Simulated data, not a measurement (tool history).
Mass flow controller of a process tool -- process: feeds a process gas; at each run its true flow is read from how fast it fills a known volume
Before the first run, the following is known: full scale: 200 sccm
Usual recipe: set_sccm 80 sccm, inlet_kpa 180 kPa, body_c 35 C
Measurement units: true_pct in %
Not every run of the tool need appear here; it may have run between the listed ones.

run	hour	set_sccm	inlet_kpa	body_c	true_pct
1	0	80	180	35	98.04
2	63.3	80	180	35	97.86
3	113.8	80	180	35	98.04
4	184.8	80	180	24	97.75
5	250.4	80	180	24	97.57
6	348.8	80	180	24	97.73
7	428.2	153	202	31	98.85
8	523.6	80	235	22	97.95
9	620.9	80	235	22	97.9
10	709.7	40	268	23	97.07
11	799.5	170	180	34	99.01

3 ways to go on from here, each from the tool as it stands after run 11. What would each give?
A	841.3	23	146	34	?
B	841.3	112	218	35	?
C	841.3	27	180	35	?

run	true_pct
A	95.52
B	98.35
C	96.06
The same runs, with their run-to-run variation unchanged, on a tool lacking any hidden condition would have given:
run	true_pct
A	97.6
B	99.13
C	97.9
